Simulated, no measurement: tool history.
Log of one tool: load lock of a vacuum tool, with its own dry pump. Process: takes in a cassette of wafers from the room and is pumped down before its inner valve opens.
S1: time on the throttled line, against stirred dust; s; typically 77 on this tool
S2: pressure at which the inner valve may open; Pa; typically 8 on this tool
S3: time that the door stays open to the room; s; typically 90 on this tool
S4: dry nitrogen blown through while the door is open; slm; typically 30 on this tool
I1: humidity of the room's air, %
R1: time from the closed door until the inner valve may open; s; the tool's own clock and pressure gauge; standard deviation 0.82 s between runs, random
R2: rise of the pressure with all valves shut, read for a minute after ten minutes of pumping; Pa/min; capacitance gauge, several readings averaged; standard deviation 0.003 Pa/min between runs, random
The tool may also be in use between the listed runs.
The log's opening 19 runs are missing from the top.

run	day	S1	S2	S3	S4	I1	R1	R2
20	126.758	77	8	44	10	44.5	146.1	0.269
21	132.562	77	8	44	10	44.7	145.2	0.273
22	136.208	109	14	228	13	44.2	166.8	0.301
23	141.375	109	14	228	10	48.4	164.3	0.315
24	149.833	38	8	121	18	41.8	115.7	0.292
25	155.358	38	8	121	18	45.2	117.2	0.3
26	159.392	38	8	121	18	48.1	116	0.306
27	165.921	77	8	65	16	43.6	147.9	0.299
28	172.654	77	8	65	16	47.3	146	0.306
29	180.192	95	7	90	24	46	163.3	0.301
30	185.325	139	9	51	42	46.4	194.2	0.313
31	193.825	77	10	40	5	46.7	145	0.342
# day 198.783: dry pump taken out, an overhauled one fitted
32	199.129	48	7	119	9	42.2	102.5	0.346
33	205.992	48	7	119	9	43.7	104.5	0.354
34	211.288	48	7	119	9	43.3	103.4	0.352
35	218.371	48	7	119	20	42.2	103.9	0.352
36	224.325	104	7	119	8	45.5	150	0.381
# day 225.017: door's seal changed, seat wiped
37	228.175	54	8	212	20	45.1	108.6	0.05

Branching from run 37: 4 alternative next runs. What would each branch give?
A	236.617	54	11	212	6	46.5	?	?
B	236.617	69	13	32	30	41.2	?	?
C	236.617	54	14	212	20	46.2	?	?
D	236.617	77	10	27	30	46.2	?	?

run	R1	R2
A	106.1	0.077
B	117.8	0.018
C	105.4	0.051
D	124.5	0.016
Without the tool's unlogged condition, the same runs would have read:
run	R1	R2
A	105.5	0.074
B	117.3	0.015
C	104.9	0.048
D	124	0.013
